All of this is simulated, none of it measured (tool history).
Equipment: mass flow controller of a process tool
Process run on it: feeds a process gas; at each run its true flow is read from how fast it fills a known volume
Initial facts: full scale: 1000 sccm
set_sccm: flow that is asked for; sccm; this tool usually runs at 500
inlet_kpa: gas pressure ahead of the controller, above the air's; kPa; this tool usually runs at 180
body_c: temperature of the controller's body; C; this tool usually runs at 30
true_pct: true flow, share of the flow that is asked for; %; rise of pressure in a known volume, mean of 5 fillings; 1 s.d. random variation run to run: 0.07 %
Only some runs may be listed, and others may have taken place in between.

Run 1, day 0: usual settings. Result: true_pct 98.36 %.
Run 2, day 3.654: usual settings. Result: true_pct 98.4 %.
Run 3, day 9.142: usual settings. Result: true_pct 98.39 %.
Run 4, day 13.283: usual settings. Result: true_pct 98.42 %.
Run 5, day 19.012: usual settings. Result: true_pct 98.4 %.
Run 6, day 27.158: usual settings but inlet_kpa 198 kPa. Result: true_pct 98.26 %.
Run 7, day 34.075: usual settings but set_sccm 341 sccm. Result: true_pct 97.32 %.
Run 8, day 37.912: usual settings but set_sccm 341 sccm. Result: true_pct 97.32 %.
Run 9, day 44.175: usual settings but set_sccm 341 sccm. Result: true_pct 97.15 %.
Run 10, day 51.967: usual settings but set_sccm 341 sccm. Result: true_pct 97.16 %.
Run 11, day 59.975: usual settings. Result: true_pct 98.08 %.
Run 12, day 65.379: usual settings but set_sccm 134 sccm, body_c 36 C. Result: true_pct 93.05 %.
Run 13, day 71.529: usual settings but set_sccm 202 sccm, inlet_kpa 190 kPa, body_c 20 C. Result: true_pct 94.43 %.
Run 14, day 75.596: usual settings but set_sccm 202 sccm, inlet_kpa 190 kPa, body_c 20 C. Result: true_pct 94.28 %.
Run 15, day 79.208: usual settings but set_sccm 647 sccm, inlet_kpa 195 kPa, body_c 22 C. Result: true_pct 98.21 %.
Run 16, day 86.696: usual settings but set_sccm 550 sccm, inlet_kpa 259 kPa. Result: true_pct 98.4 %.
Run 17, day 93.654: usual settings but set_sccm 194 sccm, body_c 36 C. Result: true_pct 94.4 %.
Run 18, day 99.454: usual settings but set_sccm 325 sccm, body_c 22 C. Result: true_pct 95.99 %.
Run 19, day 105.125: usual settings but set_sccm 172 sccm, inlet_kpa 197 kPa. Result: true_pct 93.26 %.
Run 20, day 109.762: usual settings but set_sccm 172 sccm, inlet_kpa 197 kPa. Result: true_pct 93.31 %.
Run 21, day 113.192: usual settings but set_sccm 739 sccm, inlet_kpa 195 kPa, body_c 38 C. Result: true_pct 99.08 %.

Each row is a separate what-if for the run after 21, all from the same tool condition, not one after another. Results?
Run A, day 119.971: usual settings but set_sccm 349 sccm, inlet_kpa 217 kPa, body_c 38 C. Result: true_pct ?.
Run B, day 119.971: usual settings but set_sccm 739 sccm, inlet_kpa 156 kPa, body_c 40 C. Result: true_pct ?.
Run C, day 119.971: usual settings but set_sccm 323 sccm. Result: true_pct ?.
Run D, day 119.971: usual settings but set_sccm 161 sccm, inlet_kpa 197 kPa, body_c 25 C. Result: true_pct ?.

run  true_pct
  A     96.86
  B     99.12
  C      96.1
  D     92.27
Without the tool's unlogged condition, the same runs would have read:
run  true_pct
  A     99.48
  B    100.07
  C     98.98
  D     98.59

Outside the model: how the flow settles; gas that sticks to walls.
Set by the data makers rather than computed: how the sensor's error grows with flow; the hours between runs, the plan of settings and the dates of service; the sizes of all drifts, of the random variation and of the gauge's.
